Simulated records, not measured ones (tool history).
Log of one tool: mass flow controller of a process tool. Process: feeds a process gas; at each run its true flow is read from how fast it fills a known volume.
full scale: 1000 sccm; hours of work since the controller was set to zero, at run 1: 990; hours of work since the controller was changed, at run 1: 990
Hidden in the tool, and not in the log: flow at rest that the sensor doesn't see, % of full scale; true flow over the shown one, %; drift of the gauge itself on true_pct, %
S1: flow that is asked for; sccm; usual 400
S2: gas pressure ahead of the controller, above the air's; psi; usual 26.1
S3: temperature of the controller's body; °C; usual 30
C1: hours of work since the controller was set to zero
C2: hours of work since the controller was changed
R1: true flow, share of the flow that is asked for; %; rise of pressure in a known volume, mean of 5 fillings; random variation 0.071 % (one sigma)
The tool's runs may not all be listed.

| run | hour | S1 | S2 | S3 | C1 | C2 | R1 |
|---|---|---|---|---|---|---|---|
| 1 | 0 | 400 | 26.1 | 30 | 990 | 990 | 98.03 |
| 2 | 115.8 | 400 | 26.1 | 30 | 1049 | 1049 | 98.11 |
| 3 | 215.6 | 400 | 25.8 | 30 | 1099 | 1099 | 97.82 |
| 4 | 313.8 | 400 | 25.8 | 30 | 1150 | 1150 | 97.85 |
| 5 | 465.7 | 400 | 26.1 | 30 | 1227 | 1227 | 97.64 |
| 6 | 585.1 | 400 | 26.1 | 30 | 1288 | 1288 | 97.7 |
| 7 | 742.3 | 400 | 26.1 | 27 | 1368 | 1368 | 97.36 |
| 8 | 893.5 | 400 | 40.3 | 30 | 1445 | 1445 | 97.81 |
| 9 | 1055.1 | 400 | 40.3 | 21 | 1527 | 1527 | 97.26 |
| 10 | 1205 | 400 | 40.3 | 21 | 1604 | 1604 | 97.15 |
| 11 | 1295.5 | 400 | 40.3 | 21 | 1650 | 1650 | 97.19 |
| 12 | 1439.8 | 400 | 40.3 | 21 | 1723 | 1723 | 97.03 |
| 13 | 1577.5 | 514 | 32.1 | 31 | 1793 | 1793 | 97.49 |
|  | 1590.1 | controller's zero set anew |
| 14 | 1718.2 | 400 | 26.1 | 31 | 65 | 1865 | 95.88 |
| 15 | 1806.1 | 844 | 24.9 | 32 | 110 | 1909 | 97.26 |
| 16 | 1908.6 | 950 | 24.7 | 21 | 162 | 1962 | 96.95 |
| 17 | 2052.5 | 232 | 31.9 | 31 | 236 | 2035 | 93.95 |
| 18 | 2140.8 | 232 | 31.9 | 31 | 281 | 2080 | 93.86 |
| 19 | 2241.4 | 896 | 26.1 | 30 | 332 | 2131 | 97.19 |
|  | 2338.5 | controller's zero set anew, once more |
| 20 | 2383.7 | 160 | 30.3 | 37 | 23 | 2203 | 97.69 |
| 21 | 2526.3 | 434 | 27.7 | 30 | 96 | 2276 | 97.61 |
| 22 | 2601.8 | 334 | 40.3 | 24 | 134 | 2315 | 97.63 |
| 23 | 2756.8 | 473 | 32.6 | 24 | 213 | 2394 | 97.42 |

How the hidden state differs across the entries between the runs, from the last listed run before each to the first after it:
Between runs 13 and 14: controller's zero set anew (hour 1590.1)
  flow at rest that the sensor doesn't see, % of full scale: -0.566 -> -0.933; true flow over the shown one, %: -1.54 -> -1.6
  measured less the result without the state, R1: -2.64 -> -3.93 %
Between runs 19 and 20: controller's zero set anew, once more (hour 2338.5)
  flow at rest that the sensor doesn't see, % of full scale: -1.009 -> -0.079; true flow over the shown one, %: -1.82 -> -1.88
  measured less the result without the state, R1: -2.94 -> -2.38 %
